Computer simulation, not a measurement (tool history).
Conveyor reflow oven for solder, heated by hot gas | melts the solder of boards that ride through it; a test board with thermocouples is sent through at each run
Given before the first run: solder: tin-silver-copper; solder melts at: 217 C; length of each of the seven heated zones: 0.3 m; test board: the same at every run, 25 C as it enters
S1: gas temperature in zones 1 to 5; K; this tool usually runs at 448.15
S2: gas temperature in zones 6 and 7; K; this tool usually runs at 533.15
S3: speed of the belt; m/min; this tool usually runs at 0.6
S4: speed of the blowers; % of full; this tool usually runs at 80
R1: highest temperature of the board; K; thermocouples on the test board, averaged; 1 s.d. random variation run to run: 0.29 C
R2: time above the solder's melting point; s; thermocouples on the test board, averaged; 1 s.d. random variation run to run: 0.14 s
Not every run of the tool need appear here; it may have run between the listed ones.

run 1 hour=0 | S1=448.15 S2=533.15 S3=0.6 S4=80 | R1=520.75 R2=43.4
run 2 hour=9.1 | S1=448.15 S2=533.15 S3=0.6 S4=80 | R1=521.35 R2=43.4
run 3 hour=13.4 | S1=448.15 S2=533.15 S3=0.6 S4=59 | R1=515.15 R2=37
run 4 hour=19.5 | S1=448.15 S2=533.15 S3=0.6 S4=80 | R1=521.45 R2=43.3
run 5 hour=26.1 | S1=437.15 S2=533.15 S3=0.6 S4=80 | R1=519.75 R2=39.5
run 6 hour=30.7 | S1=448.15 S2=533.15 S3=0.6 S4=80 | R1=521.05 R2=43.3
run 7 hour=34.8 | S1=448.15 S2=533.15 S3=0.6 S4=80 | R1=520.95 R2=43.4
run 8 hour=44.1 | S1=448.15 S2=533.15 S3=0.6 S4=80 | R1=521.45 R2=43.3
run 9 hour=53.5 | S1=448.15 S2=533.15 S3=0.6 S4=52 | R1=511.85 R2=33.7
run 10 hour=57.4 | S1=448.15 S2=533.15 S3=0.6 S4=52 | R1=511.75 R2=33.5
run 11 hour=62.4 | S1=448.15 S2=533.15 S3=0.6 S4=52 | R1=512.05 R2=33.7
run 12 hour=71 | S1=436.15 S2=533.15 S3=0.6 S4=52 | R1=508.95 R2=27.6
run 13 hour=77.9 | S1=436.15 S2=533.15 S3=0.6 S4=52 | R1=508.85 R2=27.7
run 14 hour=87.2 | S1=436.15 S2=533.15 S3=0.6 S4=52 | R1=508.55 R2=27.8
run 15 hour=92.6 | S1=448.15 S2=533.15 S3=0.61 S4=80 | R1=521.35 R2=42.4
run 16 hour=96.5 | S1=448.15 S2=533.15 S3=0.6 S4=80 | R1=520.55 R2=43.3
run 17 hour=104 | S1=451.15 S2=537.15 S3=0.539 S4=66 | R1=524.35 R2=50.8
run 18 hour=110.7 | S1=451.15 S2=537.15 S3=0.539 S4=66 | R1=524.45 R2=50.9
run 19 hour=117.4 | S1=436.15 S2=537.15 S3=0.6 S4=78 | R1=521.85 R2=40.8
run 20 hour=122.7 | S1=444.15 S2=533.15 S3=0.6 S4=58 | R1=513.35 R2=34.9
run 21 hour=129.2 | S1=454.15 S2=533.15 S3=0.6 S4=80 | R1=521.55 R2=45.8
run 22 hour=134.6 | S1=454.15 S2=533.15 S3=0.6 S4=80 | R1=521.75 R2=46

What does the tool deliver on the next run?
run 23 hour=142.6 | S1=439.15 S2=539.15 S3=0.6 S4=83 | R1=? R2=?

Run 23 produced R1 525.75 K, R2 43.9 s.
The same run, on a tool lacking any hidden state, would have yielded R1 525.85 K, R2 43.9 s.
